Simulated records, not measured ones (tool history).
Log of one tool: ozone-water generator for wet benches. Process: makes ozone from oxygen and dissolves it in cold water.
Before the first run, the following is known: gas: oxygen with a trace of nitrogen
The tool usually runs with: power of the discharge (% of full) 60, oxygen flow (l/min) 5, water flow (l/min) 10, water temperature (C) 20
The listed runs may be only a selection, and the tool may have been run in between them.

run   hour  power of the discharge (% of full)  oxygen flow (l/min)  water flow (l/min)  water temperature (C)  dissolved ozone (ppm)  ozone in the gas ahead of the water (g/m3)
  1      0                                  60                    5                  10                     20                   30.3                                         193
  2   44.3                                  60                    5                  10                     20                   30.5                                       192.8
  3   72.7                                  60                    5                  10                     20                   30.4                                       193.5
  4  114.3                                  60                    5                  10                     20                   30.7                                       191.7
  5  138.2                                  42                    5                  10                     20                   23.1                                       145.4
  6  192.4                                  42                    5                  10                     20                   22.7                                       145.1
  7  247.7                                  42                    5                  10                     20                   23.3                                       147.9
     285.4  -- water thermometer calibrated
  8  288.4                                  42                    5                  10                     20                     23                                         145
  9  314.1                                  60                    5                  10                     20                   30.4                                       192.7
 10  340.8                                  60                    5                  10                     20                   30.3                                       192.9
 11  389.6                                  60                    5                   9                     19                     33                                       191.1
 12  433.3                                  60                    5                   9                     19                   32.6                                         191
 13  479.4                                  60                 3.39                  12                     20                   27.6                                         229
 14  517.1                                  87                 6.26                  13                     20                   34.4                                       229.5
 15  573.8                                  87                 6.26                  13                     20                   34.5                                       228.7
 16  611.6                                  87                 6.26                  13                     20                   34.5                                       227.5
 17  643.4                                  48                 8.42                  13                     20                   21.2                                       125.8
 18  675.8                                  74                  5.3                  10                     20                   35.9                                       216.5

Below are 3 alternative next runs, each starting from the tool's condition after run 18. Predict each:
  A  728.6                                  77                    5                  14                     20                      ?                                           ?
  B  728.6                                  49                    5                  10                     20                      ?                                           ?
  C  728.6                                  49                 5.17                   9                     20                      ?                                           ?

run  dissolved ozone (ppm)  ozone in the gas ahead of the water (g/m3)
  A                   30.7                                         232
  B                   26.1                                       163.5
  C                   27.6                                       159.9
Stripped of hidden state, with their random variation kept, the same runs would have yielded:
run  dissolved ozone (ppm)  ozone in the gas ahead of the water (g/m3)
  A                   30.7                                       237.8
  B                   26.1                                       167.6
  C                   27.6                                       163.9
